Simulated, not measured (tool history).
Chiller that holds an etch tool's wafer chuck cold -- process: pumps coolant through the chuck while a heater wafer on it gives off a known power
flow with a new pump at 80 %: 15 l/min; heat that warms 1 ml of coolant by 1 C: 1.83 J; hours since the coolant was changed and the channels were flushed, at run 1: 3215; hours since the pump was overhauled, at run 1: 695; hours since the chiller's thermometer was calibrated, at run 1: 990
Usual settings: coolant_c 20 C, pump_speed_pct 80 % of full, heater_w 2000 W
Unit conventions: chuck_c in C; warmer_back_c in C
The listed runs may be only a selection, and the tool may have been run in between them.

run,day,coolant_c,pump_speed_pct,heater_w,hours since the coolant was changed and the channels were flushed,hours since the pump was overhauled,hours since the chiller's thermometer was calibrated,chuck_c,warmer_back_c
1,0.000,20,80,2000,3215,695,990,35.7,4.42
2,3.212,12,80,2000,3292,772,1067,27.8,4.41
3,6.696,12,80,2000,3375,856,1151,27.9,4.34
4,10.554,20,80,2000,3468,949,1243,36.0,4.39
5,14.333,20,80,2000,3559,1039,1334,36.1,4.39
6,18.667,20,80,2000,3663,1143,1438,36.0,4.42
7,22.933,20,80,2000,3765,1246,1540,36.1,4.40
8,25.896,20,80,2000,3836,1317,1612,36.1,4.42
9,29.825,20,80,2000,3930,1411,1706,35.8,4.39
10,34.096,20,80,2000,4033,1513,1808,36.1,4.44
11,39.075,20,80,2000,4152,1633,1928,36.2,4.49
12,42.788,20,80,2000,4242,1722,2017,36.1,4.48
# day 43.058: chiller's thermometer calibrated
13,46.242,25,80,2000,4323,1804,76,41.2,4.46
14,48.296,25,80,2000,4373,1853,126,41.2,4.48
15,53.258,25,80,2000,4492,1972,245,41.3,4.48
# day 53.758: chiller's thermometer calibrated, once more
16,55.896,25,80,2000,4554,2035,51,41.7,4.45
17,59.404,25,70,1364,4638,2119,136,37.1,3.50
18,63.121,25,60,2000,4727,2208,225,44.4,6.02
19,66.333,16,89,1722,4805,2285,302,29.4,3.43
20,70.375,19,79,2000,4902,2382,399,35.7,4.57
21,75.296,19,79,2000,5020,2500,517,35.9,4.55
22,79.912,19,79,2000,5130,2611,628,35.8,4.57
23,83.633,20,80,1434,5220,2700,717,32.1,3.25
24,86.175,12,75,1434,5281,2761,778,24.4,3.48
25,90.738,20,65,1982,5390,2871,887,38.8,5.59
26,95.717,20,65,1982,5510,2990,1007,38.6,5.54

Run 27 is up next; what results do you expect?
27,97.896,20,91,2055,5562,3043,1059,?,?

chuck_c: 36.3 C
warmer_back_c: 4.09 C
Without the tool's hidden state the same run would have given chuck_c 34.1 C, warmer_back_c 3.92 C.
